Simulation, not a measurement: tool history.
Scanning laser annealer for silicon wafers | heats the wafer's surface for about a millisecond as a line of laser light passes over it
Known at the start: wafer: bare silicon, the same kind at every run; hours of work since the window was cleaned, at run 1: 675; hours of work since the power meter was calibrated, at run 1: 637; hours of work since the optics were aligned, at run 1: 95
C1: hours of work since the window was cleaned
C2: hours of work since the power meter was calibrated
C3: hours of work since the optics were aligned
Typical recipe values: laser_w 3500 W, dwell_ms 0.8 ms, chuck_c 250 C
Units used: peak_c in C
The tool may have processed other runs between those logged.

Run 1, hour 0: usual settings; C1 675; C2 637; C3 95. Result: peak_c 963 C.
Run 2, hour 47.5: usual settings; C1 704; C2 665; C3 123. Result: peak_c 961 C.
Run 3, hour 69.7: usual settings; C1 718; C2 679; C3 137. Result: peak_c 955 C.
Run 4, hour 100.1: usual settings; C1 736; C2 697; C3 155. Result: peak_c 959 C.
At hour 127.4: window over the wafer cleaned.
Run 5, hour 128.7: usual settings; C1 1; C2 713; C3 171. Result: peak_c 1003 C.
Run 6, hour 172.6: usual settings; C1 27; C2 740; C3 198. Result: peak_c 999 C.
Run 7, hour 196.7: usual settings; C1 42; C2 755; C3 213. Result: peak_c 1001 C.
Run 8, hour 231.6: usual settings; C1 63; C2 776; C3 234. Result: peak_c 998 C.
Run 9, hour 276.4: usual settings but laser_w 3154 W; C1 90; C2 803; C3 261. Result: peak_c 900 C.
Run 10, hour 300.8: usual settings; C1 105; C2 818; C3 276. Result: peak_c 994 C.
Run 11, hour 336.9: usual settings; C1 127; C2 840; C3 298. Result: peak_c 995 C.
Run 12, hour 384.2: usual settings but laser_w 3294 W, chuck_c 282 C; C1 156; C2 868; C3 326. Result: peak_c 968 C.
Run 13, hour 423.4: usual settings but laser_w 3294 W, chuck_c 282 C; C1 180; C2 892; C3 350. Result: peak_c 968 C.
Run 14, hour 449.6: usual settings but laser_w 3136 W, dwell_ms 0.814 ms, chuck_c 216 C; C1 195; C2 908; C3 366. Result: peak_c 858 C.
Run 15, hour 482.4: usual settings but laser_w 3383 W, dwell_ms 0.561 ms, chuck_c 242 C; C1 215; C2 928; C3 386. Result: peak_c 821 C.
Run 16, hour 517.5: usual settings but laser_w 3311 W, dwell_ms 0.731 ms, chuck_c 285 C; C1 237; C2 949; C3 407. Result: peak_c 936 C.

Below, some changes in peak_c between adjacent runs. For each, the amount present without the hidden state too (settings, incoming material, random variation) and the amount remaining for the hidden state with gauge scatter not shared by both compared results:
The hidden state here: light that passes the window, % of a clean one's; laser's true power over the reading, %; width of the line over the set one, %; drift of the gauge itself on peak_c, C.
Run 4 -> 5: window over the wafer cleaned. peak_c +44 C: hidden state +45, all else -1.
Run 15 -> 16: laser_w 3383 -> 3311, dwell_ms 0.561 -> 0.731, chuck_c 242 -> 285. peak_c +115 C: hidden state -4, all else +119.
